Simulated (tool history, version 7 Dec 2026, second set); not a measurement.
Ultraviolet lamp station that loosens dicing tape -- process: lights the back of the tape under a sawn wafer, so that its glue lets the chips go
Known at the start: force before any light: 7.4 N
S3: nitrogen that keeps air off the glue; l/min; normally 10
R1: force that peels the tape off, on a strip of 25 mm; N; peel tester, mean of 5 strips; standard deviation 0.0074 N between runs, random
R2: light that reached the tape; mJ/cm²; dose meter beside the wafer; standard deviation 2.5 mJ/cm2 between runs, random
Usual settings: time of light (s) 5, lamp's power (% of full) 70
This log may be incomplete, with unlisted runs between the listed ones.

{"run": 1, "hour": 0.0, "time of light (s)": 5, "lamp's power (% of full)": 70, "S3": 10, "R1": 0.533, "R2": 243}
{"hour": 16.5, "done": "window cleaned of glue's vapour"}
{"run": 2, "hour": 17.7, "time of light (s)": 5, "lamp's power (% of full)": 70, "S3": 10, "R1": 0.396, "R2": 270}
{"run": 3, "hour": 39.3, "time of light (s)": 5, "lamp's power (% of full)": 70, "S3": 10, "R1": 0.416, "R2": 265}
{"run": 4, "hour": 51.5, "time of light (s)": 5, "lamp's power (% of full)": 70, "S3": 18, "R1": 0.231, "R2": 267}
{"run": 5, "hour": 70.0, "time of light (s)": 5, "lamp's power (% of full)": 70, "S3": 18, "R1": 0.249, "R2": 264}
{"run": 6, "hour": 92.8, "time of light (s)": 5, "lamp's power (% of full)": 70, "S3": 18, "R1": 0.251, "R2": 266}
{"run": 7, "hour": 103.7, "time of light (s)": 5, "lamp's power (% of full)": 70, "S3": 18, "R1": 0.262, "R2": 262}
{"run": 8, "hour": 124.0, "time of light (s)": 5, "lamp's power (% of full)": 70, "S3": 18, "R1": 0.261, "R2": 258}
{"run": 9, "hour": 136.9, "time of light (s)": 5, "lamp's power (% of full)": 70, "S3": 18, "R1": 0.267, "R2": 263}
{"run": 10, "hour": 154.9, "time of light (s)": 5, "lamp's power (% of full)": 70, "S3": 18, "R1": 0.261, "R2": 261}
{"run": 11, "hour": 167.6, "time of light (s)": 5, "lamp's power (% of full)": 70, "S3": 18, "R1": 0.264, "R2": 257}
{"run": 12, "hour": 181.7, "time of light (s)": 5, "lamp's power (% of full)": 70, "S3": 18, "R1": 0.269, "R2": 255}
{"run": 13, "hour": 195.7, "time of light (s)": 5, "lamp's power (% of full)": 70, "S3": 3, "R1": 1.392, "R2": 254}
{"run": 14, "hour": 205.9, "time of light (s)": 5, "lamp's power (% of full)": 70, "S3": 3, "R1": 1.39, "R2": 254}
{"run": 15, "hour": 216.0, "time of light (s)": 2, "lamp's power (% of full)": 81, "S3": 16, "R1": 1.6, "R2": 119}
{"run": 16, "hour": 225.8, "time of light (s)": 9, "lamp's power (% of full)": 70, "S3": 7, "R1": 0.163, "R2": 448}
{"run": 17, "hour": 236.5, "time of light (s)": 5, "lamp's power (% of full)": 70, "S3": 11, "R1": 0.457, "R2": 248}
{"run": 18, "hour": 252.3, "time of light (s)": 5, "lamp's power (% of full)": 61, "S3": 16, "R1": 0.442, "R2": 214}
{"run": 19, "hour": 267.7, "time of light (s)": 5, "lamp's power (% of full)": 61, "S3": 16, "R1": 0.475, "R2": 211}
{"run": 20, "hour": 284.2, "time of light (s)": 7, "lamp's power (% of full)": 61, "S3": 18, "R1": 0.178, "R2": 298}
{"run": 21, "hour": 305.1, "time of light (s)": 3, "lamp's power (% of full)": 66, "S3": 17, "R1": 1.175, "R2": 141}
{"run": 22, "hour": 326.5, "time of light (s)": 3, "lamp's power (% of full)": 75, "S3": 20, "R1": 0.855, "R2": 152}
{"run": 23, "hour": 343.1, "time of light (s)": 5, "lamp's power (% of full)": 98, "S3": 10, "R1": 0.232, "R2": 337}

Below are 4 alternative next runs, each starting from the tool's condition after run 23. Predict each:
{"run": "A", "hour": 355.5, "time of light (s)": 2, "lamp's power (% of full)": 98, "S3": 10, "R1": "?", "R2": "?"}
{"run": "B", "hour": 355.5, "time of light (s)": 3, "lamp's power (% of full)": 98, "S3": 10, "R1": "?", "R2": "?"}
{"run": "C", "hour": 355.5, "time of light (s)": 6, "lamp's power (% of full)": 62, "S3": 14, "R1": "?", "R2": "?"}
{"run": "D", "hour": 355.5, "time of light (s)": 5, "lamp's power (% of full)": 71, "S3": 12, "R1": "?", "R2": "?"}

run=A R1=1.662 R2=128
run=B R1=0.833 R2=201
run=C R1=0.354 R2=249
run=D R1=0.435 R2=246
Stripped of hidden state, with their random variation kept, the same runs would have yielded:
run=A R1=1.056 R2=170
run=B R1=0.444 R2=264
run=C R1=0.168 R2=329
run=D R1=0.21 R2=322
